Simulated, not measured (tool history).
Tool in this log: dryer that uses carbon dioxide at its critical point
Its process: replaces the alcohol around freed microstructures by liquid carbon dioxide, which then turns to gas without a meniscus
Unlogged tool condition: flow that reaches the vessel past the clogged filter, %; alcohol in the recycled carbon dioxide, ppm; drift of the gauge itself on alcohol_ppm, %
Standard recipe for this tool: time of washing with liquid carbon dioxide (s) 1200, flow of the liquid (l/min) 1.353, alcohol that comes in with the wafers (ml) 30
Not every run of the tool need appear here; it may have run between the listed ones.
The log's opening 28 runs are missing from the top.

run,day,time of washing with liquid carbon dioxide (s),flow of the liquid (l/min),alcohol that comes in with the wafers (ml),hours of work since the filter was changed,hours of work since the purifier's bed was changed,alcohol left in the vessel before it's heated (ppm by volume)
29,19.892,1020,1.353,31,156,494,129
30,20.854,1740,1.63,31,168,506,61
31,21.483,1260,1.353,27,175,514,81
32,22.158,1260,1.353,27,183,522,86
# day 22.942: inlet filter changed
33,23.171,1740,1.353,64,3,534,77
34,24.104,1740,1.353,64,14,545,68
35,24.525,1740,1.353,64,19,550,84
36,25.438,1500,0.89,56,30,561,192
37,26.146,1080,1.353,29,39,570,108

Here are 4 independent what-if runs from the current tool condition. What would each one return?
A,26.942,1140,1.353,29,48,579,?
B,26.942,1020,1.43,29,48,579,?
C,26.942,1140,1.353,64,48,579,?
D,26.942,1080,1.97,29,48,579,?

run,alcohol left in the vessel before it's heated (ppm by volume)
A,103
B,108
C,133
D,80
With no hidden state in the tool, these same runs would have given:
run,alcohol left in the vessel before it's heated (ppm by volume)
A,27
B,34
C,51
D,7

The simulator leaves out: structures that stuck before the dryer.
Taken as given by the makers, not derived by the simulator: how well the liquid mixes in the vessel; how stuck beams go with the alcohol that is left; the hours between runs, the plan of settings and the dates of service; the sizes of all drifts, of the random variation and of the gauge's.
